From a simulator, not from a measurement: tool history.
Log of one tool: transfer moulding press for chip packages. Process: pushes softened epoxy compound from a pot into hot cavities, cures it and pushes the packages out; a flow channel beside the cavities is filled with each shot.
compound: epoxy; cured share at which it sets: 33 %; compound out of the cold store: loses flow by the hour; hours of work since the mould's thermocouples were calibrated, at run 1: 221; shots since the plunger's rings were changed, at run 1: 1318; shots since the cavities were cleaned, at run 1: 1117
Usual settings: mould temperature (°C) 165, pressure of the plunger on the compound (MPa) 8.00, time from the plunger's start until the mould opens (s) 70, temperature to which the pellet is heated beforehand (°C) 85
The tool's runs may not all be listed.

| run | day | mould temperature (°C) | pressure of the plunger on the compound (MPa) | time from the plunger's start until the mould opens (s) | temperature to which the pellet is heated beforehand (°C) | hours of work since the mould's thermocouples were calibrated | shots since the plunger's rings were changed | shots since the cavities were cleaned | incoming compound's hours out of the cold store | length that the compound runs in the flow channel (mm) | greatest force on the pins that push the packages out (N) |
|---|---|---|---|---|---|---|---|---|---|---|---|
| 1 | 0.000 | 165 | 8.00 | 70 | 85 | 221 | 1318 | 1117 | 24.5 | 838 | 420 |
|  | 0.296 | cavities cleaned with cleaning compound and waxed |
| 2 | 0.475 | 165 | 8.00 | 70 | 85 | 227 | 1457 | 61 | 8.4 | 907 | 296 |
| 3 | 0.804 | 165 | 6.32 | 70 | 85 | 231 | 1567 | 171 | 9.0 | 791 | 329 |
| 4 | 1.125 | 165 | 6.32 | 70 | 85 | 235 | 1675 | 279 | 34.6 | 716 | 337 |
| 5 | 1.633 | 165 | 6.32 | 70 | 85 | 241 | 1846 | 450 | 40.2 | 693 | 347 |
| 6 | 2.229 | 165 | 6.32 | 70 | 85 | 249 | 2046 | 650 | 44.5 | 685 | 398 |
| 7 | 2.667 | 165 | 6.32 | 70 | 85 | 255 | 2193 | 797 | 30.6 | 719 | 409 |
| 8 | 2.938 | 165 | 6.32 | 70 | 85 | 258 | 2284 | 888 | 29.5 | 728 | 430 |
| 9 | 3.412 | 165 | 6.32 | 70 | 85 | 265 | 2444 | 1048 | 25.7 | 735 | 444 |
|  | 3.883 | cavities cleaned with cleaning compound and waxed |
| 10 | 4.104 | 165 | 8.00 | 70 | 95 | 273 | 2656 | 75 | 24.8 | 826 | 268 |
| 11 | 4.471 | 165 | 8.00 | 57 | 85 | 277 | 2779 | 198 | 17.2 | 846 | 479 |
| 12 | 5.096 | 165 | 8.00 | 57 | 85 | 285 | 2988 | 407 | 44.3 | 759 | 507 |
| 13 | 5.621 | 165 | 8.00 | 70 | 85 | 292 | 3165 | 584 | 27.0 | 809 | 384 |
| 14 | 5.975 | 165 | 8.00 | 100 | 85 | 297 | 3284 | 703 | 9.1 | 866 | 323 |
| 15 | 6.450 | 165 | 9.34 | 78 | 86 | 303 | 3443 | 862 | 10.7 | 933 | 361 |
| 16 | 6.904 | 165 | 9.34 | 78 | 86 | 309 | 3596 | 1015 | 41.4 | 825 | 369 |
| 17 | 7.346 | 165 | 9.34 | 78 | 86 | 315 | 3745 | 1164 | 24.1 | 879 | 391 |
|  | 7.492 | cavities cleaned with cleaning compound and waxed |
|  | 7.625 | plunger's sealing rings changed |
| 18 | 7.942 | 165 | 8.00 | 90 | 90 | 320 | 106 | 117 | 36.8 | 820 | 238 |
| 19 | 8.417 | 165 | 8.16 | 87 | 85 | 326 | 265 | 276 | 26.2 | 860 | 277 |
| 20 | 8.929 | 158 | 9.01 | 68 | 93 | 333 | 438 | 449 | 19.2 | 953 | 647 |
| 21 | 9.388 | 158 | 9.01 | 68 | 93 | 339 | 591 | 602 | 36.7 | 893 | 637 |
| 22 | 9.758 | 165 | 8.00 | 106 | 90 | 344 | 716 | 727 | 21.9 | 854 | 327 |
| 23 | 10.283 | 165 | 8.00 | 106 | 90 | 351 | 892 | 903 | 39.2 | 798 | 328 |
| 24 | 10.821 | 159 | 8.00 | 106 | 88 | 357 | 1073 | 1084 | 8.7 | 923 | 374 |
|  | 11.188 | cavities cleaned with cleaning compound and waxed |
| 25 | 11.304 | 159 | 8.00 | 106 | 88 | 363 | 1214 | 39 | 21.5 | 876 | 232 |
| 26 | 11.617 | 159 | 8.00 | 106 | 88 | 367 | 1320 | 145 | 37.4 | 825 | 261 |
| 27 | 12.138 | 159 | 8.00 | 106 | 88 | 374 | 1494 | 319 | 14.2 | 901 | 281 |
| 28 | 12.567 | 165 | 9.31 | 70 | 94 | 379 | 1639 | 464 | 34.9 | 867 | 365 |

3 ways to go on from here, each from the tool as it stands after run 28. What would each give?
| A | 12.858 | 165 | 6.37 | 70 | 88 | 383 | 1736 | 561 | 17.8 | ? | ? |
| B | 12.858 | 168 | 7.14 | 73 | 85 | 383 | 1736 | 561 | 43.4 | ? | ? |
| C | 12.858 | 165 | 7.63 | 70 | 80 | 383 | 1736 | 561 | 27.6 | ? | ? |

| run | length that the compound runs in the flow channel (mm) | greatest force on the pins that push the packages out (N) |
|---|---|---|
| A | 761 | 379 |
| B | 722 | 323 |
| C | 805 | 392 |
Without the tool's hidden state the same runs would have given:
| run | length that the compound runs in the flow channel (mm) | greatest force on the pins that push the packages out (N) |
|---|---|---|
| A | 783 | 274 |
| B | 743 | 229 |
| C | 829 | 284 |

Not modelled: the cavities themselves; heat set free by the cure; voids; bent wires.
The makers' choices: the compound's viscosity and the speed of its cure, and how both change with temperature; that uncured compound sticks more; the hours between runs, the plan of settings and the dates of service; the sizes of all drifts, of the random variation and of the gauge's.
